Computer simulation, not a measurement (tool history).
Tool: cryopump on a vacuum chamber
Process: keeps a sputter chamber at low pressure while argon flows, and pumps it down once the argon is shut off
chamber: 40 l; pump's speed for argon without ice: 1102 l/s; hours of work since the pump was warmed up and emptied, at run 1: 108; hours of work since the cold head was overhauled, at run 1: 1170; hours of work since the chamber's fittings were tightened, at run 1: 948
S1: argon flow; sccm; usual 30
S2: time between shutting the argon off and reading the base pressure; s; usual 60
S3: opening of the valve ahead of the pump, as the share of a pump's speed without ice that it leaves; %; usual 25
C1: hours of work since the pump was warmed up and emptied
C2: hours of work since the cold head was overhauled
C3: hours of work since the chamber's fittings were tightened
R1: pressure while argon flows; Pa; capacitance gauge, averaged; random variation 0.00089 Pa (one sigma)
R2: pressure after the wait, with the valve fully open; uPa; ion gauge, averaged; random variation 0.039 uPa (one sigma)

run 1 day=0 | S1=30 S2=60 S3=25 | C1=108 C2=1170 C3=948 | R1=0.1863 R2=2.51
run 2 day=0.812 | S1=30 S2=60 S3=25 | C1=125 C2=1187 C3=965 | R1=0.1872 R2=2.49
run 3 day=2.5 | S1=30 S2=60 S3=25 | C1=159 C2=1221 C3=999 | R1=0.1891 R2=2.48
run 4 day=4.171 | S1=30 S2=60 S3=25 | C1=193 C2=1255 C3=1033 | R1=0.1889 R2=2.5
run 5 day=5.258 | S1=30 S2=60 S3=25 | C1=215 C2=1277 C3=1055 | R1=0.1893 R2=2.61
run 6 day=6.892 | S1=30 S2=60 S3=25 | C1=248 C2=1310 C3=1088 | R1=0.1901 R2=2.53
run 7 day=7.808 | S1=30 S2=60 S3=25 | C1=267 C2=1329 C3=1107 | R1=0.1889 R2=2.59
run 8 day=9.104 | S1=30 S2=60 S3=25 | C1=293 C2=1355 C3=1133 | R1=0.1904 R2=2.6
run 9 day=10.767 | S1=30 S2=60 S3=25 | C1=327 C2=1389 C3=1167 | R1=0.191 R2=2.62
run 10 day=12.108 | S1=30 S2=60 S3=25 | C1=354 C2=1416 C3=1194 | R1=0.1918 R2=2.66
run 11 day=13.546 | S1=30 S2=60 S3=25 | C1=383 C2=1445 C3=1223 | R1=0.1937 R2=2.63
run 12 day=14.917 | S1=30 S2=60 S3=25 | C1=411 C2=1473 C3=1251 | R1=0.1918 R2=2.6
run 13 day=16.617 | S1=30 S2=181 S3=25 | C1=446 C2=1508 C3=1286 | R1=0.1929 R2=1.35
run 14 day=17.838 | S1=30 S2=60 S3=54 | C1=471 C2=1533 C3=1310 | R1=0.0947 R2=2.71
run 15 day=19.192 | S1=30 S2=60 S3=54 | C1=498 C2=1560 C3=1338 | R1=0.0961 R2=2.72
-- day=19.917 pump warmed up, emptied and cooled again
run 16 day=20.929 | S1=30 S2=60 S3=54 | C1=21 C2=1591 C3=1369 | R1=0.0877 R2=2.6
run 17 day=22.071 | S1=30 S2=281 S3=25 | C1=44 C2=1614 C3=1392 | R1=0.1849 R2=1
run 18 day=23 | S1=32 S2=60 S3=25 | C1=63 C2=1633 C3=1411 | R1=0.1978 R2=2.62
run 19 day=24.479 | S1=32 S2=60 S3=25 | C1=93 C2=1663 C3=1441 | R1=0.2012 R2=2.65
run 20 day=26.042 | S1=32 S2=60 S3=25 | C1=124 C2=1695 C3=1473 | R1=0.1982 R2=2.57
run 21 day=26.992 | S1=21 S2=34 S3=47 | C1=144 C2=1714 C3=1492 | R1=0.0704 R2=4.2
run 22 day=27.992 | S1=14 S2=34 S3=17 | C1=164 C2=1735 C3=1513 | R1=0.1272 R2=4.19
run 23 day=28.812 | S1=14 S2=34 S3=17 | C1=181 C2=1751 C3=1529 | R1=0.127 R2=4.11
run 24 day=30.125 | S1=14 S2=161 S3=20 | C1=207 C2=1778 C3=1556 | R1=0.1102 R2=1.49
run 25 day=31.588 | S1=34 S2=126 S3=22 | C1=237 C2=1808 C3=1586 | R1=0.2429 R2=1.69
run 26 day=32.558 | S1=34 S2=126 S3=22 | C1=257 C2=1827 C3=1605 | R1=0.2446 R2=1.7
-- day=32.8 leaking fittings of the chamber tightened, without venting
run 27 day=33.4 | S1=30 S2=159 S3=17 | C1=272 C2=1843 C3=12 | R1=0.2758 R2=1.05
run 28 day=34.112 | S1=27 S2=159 S3=17 | C1=287 C2=1857 C3=27 | R1=0.248 R2=1.07
run 29 day=35.596 | S1=55 S2=60 S3=16 | C1=317 C2=1887 C3=57 | R1=0.5388 R2=2.27
run 30 day=37.271 | S1=30 S2=46 S3=25 | C1=351 C2=1922 C3=91 | R1=0.1891 R2=2.95
run 31 day=38.083 | S1=48 S2=49 S3=51 | C1=367 C2=1938 C3=107 | R1=0.1559 R2=2.78
run 32 day=39.117 | S1=48 S2=49 S3=51 | C1=388 C2=1959 C3=128 | R1=0.1571 R2=2.82
run 33 day=40.038 | S1=13 S2=49 S3=51 | C1=407 C2=1978 C3=147 | R1=0.0422 R2=2.73
run 34 day=41.412 | S1=13 S2=49 S3=51 | C1=435 C2=2006 C3=175 | R1=0.0429 R2=2.8

Forecast each of these 3 alternatives for the next run:
run A day=43.083 | S1=13 S2=49 S3=18 | C1=469 C2=2040 C3=209 | R1=? R2=?
run B day=43.083 | S1=30 S2=43 S3=39 | C1=469 C2=2040 C3=209 | R1=? R2=?
run C day=43.083 | S1=50 S2=60 S3=50 | C1=469 C2=2040 C3=209 | R1=? R2=?

run=A R1=0.1146 R2=2.88
run=B R1=0.1264 R2=3.11
run=C R1=0.1681 R2=2.34
Without the tool's hidden state the same runs would have given:
run=A R1=0.1106 R2=2.73
run=B R1=0.1172 R2=2.97
run=C R1=0.1527 R2=2.2
